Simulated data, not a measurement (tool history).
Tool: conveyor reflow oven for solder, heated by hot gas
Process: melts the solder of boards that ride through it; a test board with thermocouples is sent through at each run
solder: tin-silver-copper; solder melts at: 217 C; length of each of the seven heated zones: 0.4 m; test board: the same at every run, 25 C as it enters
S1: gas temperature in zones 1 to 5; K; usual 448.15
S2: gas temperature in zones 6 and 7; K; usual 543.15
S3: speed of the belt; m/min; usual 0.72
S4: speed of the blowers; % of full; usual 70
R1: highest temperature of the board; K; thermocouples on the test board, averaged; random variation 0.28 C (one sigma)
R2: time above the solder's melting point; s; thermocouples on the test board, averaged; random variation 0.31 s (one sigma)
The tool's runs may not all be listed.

run	hour	S1	S2	S3	S4	R1	R2
1	0	448.15	543.15	0.72	70	528.75	53.1
2	21.4	448.15	543.15	0.72	70	528.55	52.9
3	36.8	448.15	543.15	0.72	70	528.85	53
4	73.1	448.15	537.15	0.72	70	523.15	49.4
5	92.1	448.15	537.15	0.737	70	522.05	47.7
# hour 113: flux residue cleaned out of gas plates and filters
6	134.4	448.15	537.15	0.737	70	523.75	48.5
7	152.9	448.15	537.15	0.737	70	523.45	48.2
8	189.4	448.15	543.15	0.72	70	529.35	53.1
9	226.3	448.15	543.15	0.72	70	529.45	52.8
10	258.7	459.15	543.15	0.72	70	530.85	58.4
11	293.9	459.15	543.15	0.72	70	531.45	58.3
12	326	448.15	543.15	0.72	70	529.45	53.5
13	353.2	448.15	543.15	0.72	68	528.55	52.5
14	387.2	448.15	543.15	0.72	70	529.15	52.8
15	406.3	448.15	543.15	0.72	70	528.95	53.7
16	437.7	448.15	543.15	0.72	70	529.45	53.6
17	452.8	448.15	543.15	0.72	85	531.85	55
18	468.5	448.15	543.15	0.72	85	531.35	55.2
# hour 487.9: flux residue cleaned out of gas plates and filters
19	505.1	448.15	543.15	0.72	85	533.45	55.9
# hour 521: thermocouples of zones 6 and 7 changed
20	540.5	448.15	537.15	0.773	85	523.85	47.6
21	561.8	448.15	537.15	0.773	85	524.35	47.1
22	588.6	458.15	553.15	0.703	60	537.25	62.3
23	618.3	448.15	546.15	0.72	70	530.95	54.4
24	650.8	443.15	543.15	0.72	70	527.95	50.2
25	675.8	439.15	550.15	0.608	64	537.45	65.4
26	702.1	439.15	550.15	0.608	64	537.25	65.9
27	726.7	456.15	547.15	0.809	82	532.55	51.4
28	747.4	456.15	547.15	0.809	82	532.25	50.8
29	782.4	434.15	554.15	0.744	67	533.45	49.9
30	803.3	434.15	554.15	0.744	67	533.35	49.6
31	819.6	441.15	539.15	0.674	53	521.85	48.6

4 ways to go on from here, each from the tool as it stands after run 31. What would each give?
A	840	448.15	543.15	0.854	51	?	?
B	840	441.15	532.15	0.644	50	?	?
C	840	441.15	540.15	0.674	61	?	?
D	840	459.15	543.15	0.626	70	?	?

run	R1	R2
A	516.15	34.6
B	515.85	46.6
C	524.05	52.1
D	533.75	69.5
Without the tool's hidden state the same runs would have given:
run	R1	R2
A	516.05	34
B	515.45	45.5
C	523.85	51.1
D	533.35	68.2

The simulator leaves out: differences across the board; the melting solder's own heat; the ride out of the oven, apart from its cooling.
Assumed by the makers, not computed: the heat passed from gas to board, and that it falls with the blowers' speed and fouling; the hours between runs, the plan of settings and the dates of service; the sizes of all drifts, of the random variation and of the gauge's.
